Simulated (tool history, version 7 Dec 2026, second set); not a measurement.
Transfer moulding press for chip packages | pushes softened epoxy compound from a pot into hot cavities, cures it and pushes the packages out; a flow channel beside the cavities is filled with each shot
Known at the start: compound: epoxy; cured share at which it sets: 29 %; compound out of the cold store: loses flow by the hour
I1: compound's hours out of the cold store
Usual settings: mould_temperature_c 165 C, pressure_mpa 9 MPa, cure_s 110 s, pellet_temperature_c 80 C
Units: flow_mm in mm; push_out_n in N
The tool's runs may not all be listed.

Run 1, hour 0: usual settings; I1 21.7. Result: flow_mm 993 mm, push_out_n 202 N.
Run 2, hour 12.2: usual settings but pressure_mpa 10.68 MPa; I1 26.4. Result: flow_mm 1073 mm, push_out_n 198 N.
At hour 23.3: cavities cleaned with cleaning compound and waxed.
Run 3, hour 29.7: usual settings but pressure_mpa 10.68 MPa; I1 8.4. Result: flow_mm 1178 mm, push_out_n 198 N.
Run 4, hour 43.7: usual settings but pressure_mpa 10.68 MPa; I1 35.7. Result: flow_mm 1016 mm, push_out_n 188 N.
Run 5, hour 50.8: usual settings but pressure_mpa 10.68 MPa; I1 24.5. Result: flow_mm 1070 mm, push_out_n 193 N.
Run 6, hour 61.6: usual settings but pressure_mpa 10.68 MPa; I1 36.5. Result: flow_mm 1007 mm, push_out_n 188 N.
Run 7, hour 70.8: usual settings but pressure_mpa 10.68 MPa; I1 25.2. Result: flow_mm 1068 mm, push_out_n 194 N.
Run 8, hour 85.9: usual settings but mould_temperature_c 167 C, pressure_mpa 10.68 MPa; I1 18.9. Result: flow_mm 1095 mm, push_out_n 185 N.
Run 9, hour 95.4: usual settings but mould_temperature_c 167 C, pressure_mpa 6.9 MPa; I1 32.6. Result: flow_mm 817 mm, push_out_n 182 N.
Run 10, hour 109.4: usual settings but mould_temperature_c 160 C, pressure_mpa 6.9 MPa; I1 15.7. Result: flow_mm 940 mm, push_out_n 268 N.
Run 11, hour 120.1: usual settings but mould_temperature_c 166 C; I1 42.6. Result: flow_mm 876 mm, push_out_n 197 N.
At hour 124.7: cavities cleaned with cleaning compound and waxed.
Run 12, hour 134.1: usual settings but mould_temperature_c 166 C, pellet_temperature_c 81 C; I1 16.4. Result: flow_mm 1033 mm, push_out_n 183 N.
Run 13, hour 148.8: usual settings but mould_temperature_c 166 C, pellet_temperature_c 81 C; I1 40.6. Result: flow_mm 897 mm, push_out_n 185 N.
At hour 152.8: plunger's sealing rings changed.
Run 14, hour 162.2: usual settings but mould_temperature_c 166 C, pellet_temperature_c 81 C; I1 30.9. Result: flow_mm 934 mm, push_out_n 182 N.
Run 15, hour 177.6: usual settings but mould_temperature_c 166 C, pressure_mpa 7.38 MPa, pellet_temperature_c 81 C; I1 41. Result: flow_mm 795 mm, push_out_n 172 N.
Run 16, hour 193.7: usual settings but mould_temperature_c 166 C, pressure_mpa 9.88 MPa, pellet_temperature_c 81 C; I1 26.5. Result: flow_mm 1010 mm, push_out_n 184 N.
Run 17, hour 208.4: usual settings but mould_temperature_c 166 C, pressure_mpa 8.92 MPa, cure_s 91 s, pellet_temperature_c 79 C; I1 23.4. Result: flow_mm 981 mm, push_out_n 243 N.
Run 18, hour 218.8: usual settings but mould_temperature_c 166 C, pressure_mpa 8.92 MPa, cure_s 91 s, pellet_temperature_c 79 C; I1 29.4. Result: flow_mm 957 mm, push_out_n 228 N.
At hour 229.1: cavities cleaned with cleaning compound and waxed.
Run 19, hour 236.9: usual settings but cure_s 103 s; I1 12.2. Result: flow_mm 1066 mm, push_out_n 214 N.
Run 20, hour 250.7: usual settings but pressure_mpa 9.11 MPa, pellet_temperature_c 74 C; I1 13.9. Result: flow_mm 1045 mm, push_out_n 202 N.
Run 21, hour 257.6: usual settings but pressure_mpa 9.11 MPa, pellet_temperature_c 74 C; I1 27.8. Result: flow_mm 977 mm, push_out_n 203 N.
Run 22, hour 274.4: usual settings but mould_temperature_c 168 C, pressure_mpa 9.71 MPa; I1 28.2. Result: flow_mm 985 mm, push_out_n 173 N.
Run 23, hour 283.3: usual settings but mould_temperature_c 168 C, pressure_mpa 9.71 MPa, cure_s 95 s; I1 24.3. Result: flow_mm 1003 mm, push_out_n 201 N.
Run 24, hour 294.6: usual settings but mould_temperature_c 163 C, pressure_mpa 10.36 MPa, cure_s 102 s; I1 13.3. Result: flow_mm 1138 mm, push_out_n 255 N.

The next listed run, before its measurement:
Run 25, hour 305.5: usual settings but mould_temperature_c 163 C, pressure_mpa 10.36 MPa, cure_s 102 s; I1 13. Result: flow_mm ?, push_out_n ?.

{"run 25": {"flow_mm": 1134, "push_out_n": 255}}
Without the tool's hidden state the same run would have given flow_mm 1136 mm, push_out_n 251 N.
